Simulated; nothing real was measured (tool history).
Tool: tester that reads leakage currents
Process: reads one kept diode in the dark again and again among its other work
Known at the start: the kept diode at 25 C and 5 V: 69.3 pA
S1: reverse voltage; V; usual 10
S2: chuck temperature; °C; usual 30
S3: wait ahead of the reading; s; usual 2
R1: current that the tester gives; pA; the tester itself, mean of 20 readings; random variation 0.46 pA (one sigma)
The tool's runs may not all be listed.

run    hour    S1  S2    S3       R1
  1       0    10  30     2    185.1
  2     104    10  36     2   289.85
  3   165.3    10  36     2    290.7
  4   220.5    10  36     2   292.82
  5   309.9    10  30     2   162.33
  6     388   2.3  30     2    69.59
  7   462.6   2.3  30     2     69.6
  8   527.2    10  30     2    167.6
  9   587.8    10  30     2   168.68
 10   681.5     7  30     2   137.15
 11   785.1     7  30     2   138.73
 12   891.5     7  30     2   140.36
 13   954.6    10  30     2   175.19
 14  1009.3    10  30     2   175.37
 15  1057.4    10  30     2   176.67
 16  1137.3   2.6  30     2    80.39
 17  1186.4    10  30  0.32   184.72
 18  1269.6     2  30  0.32    70.73
 19  1362.7     2  30  0.32    71.49
 20  1413.3    10  30     2   183.45
 21  1502.4    10  30     2   185.48
 22  1561.5   7.6  23     2    95.46
 23  1643.2   7.6  23     2    85.25
 24  1742.8   1.6  24  0.58    38.92
 25  1798.3   1.6  24  0.58    38.94
 26  1885.2   1.6  24  0.58    39.39
 27  1946.7   1.6  24  0.58    39.66
 28    2021   2.4  22  1.53    41.69
 29  2070.4  12.5  42  2.82   481.65
 30  2131.8    15  30   5.2   223.55
 31  2204.6    15  30   5.2    225.5
 32  2266.1   5.4  30     2   125.83
 33  2357.8   3.8  50     2   434.37
 34  2432.2  17.3  52     2  1055.73
 35  2490.8  17.3  52     2  1057.86
 36  2561.2  17.3  52     2  1064.18
 37  2641.9  17.3  52     2  1076.04
 38  2700.7  12.3  47  7.76   627.94
 39  2756.9   5.2  27  1.28    91.75

Taken out of this log: 4 entries between the listed runs. Where each belongs, and how the hidden state differs across it:
Between runs 4 and 5: chuck's temperature calibrated (hour 291.6)
  stray current of the dirty probe card, pA a volt: 0.83 -> 0.877; current scale over the true one, %: 1.8 -> 1.84; true chuck temperature over the reading, C: 1.95 -> -0.18
  measured less the result without the state, R1: +50.77 -> +9.32 pA
Between runs 22 and 23: probe card cleaned and baked (hour 1594)
  stray current of the dirty probe card, pA a volt: 1.507 -> 0.053; current scale over the true one, %: 2.41 -> 2.45; true chuck temperature over the reading, C: 1.08 -> 1.16
  measured less the result without the state, R1: +20.26 -> +9.64 pA
Between runs 27 and 28: tester calibrated (hour 1990.6)
  stray current of the dirty probe card, pA a volt: 0.203 -> 0.236; current scale over the true one, %: 2.58 -> 0.16; true chuck temperature over the reading, C: 1.46 -> 1.53
  measured less the result without the state, R1: +5.48 -> +5.38 pA
Between runs 33 and 34: chuck's temperature calibrated (hour 2381.7)
  stray current of the dirty probe card, pA a volt: 0.401 -> 0.437; current scale over the true one, %: 0.31 -> 0.35; true chuck temperature over the reading, C: 1.88 -> 0.24
  measured less the result without the state, R1: +54.5 -> +27.94 pA
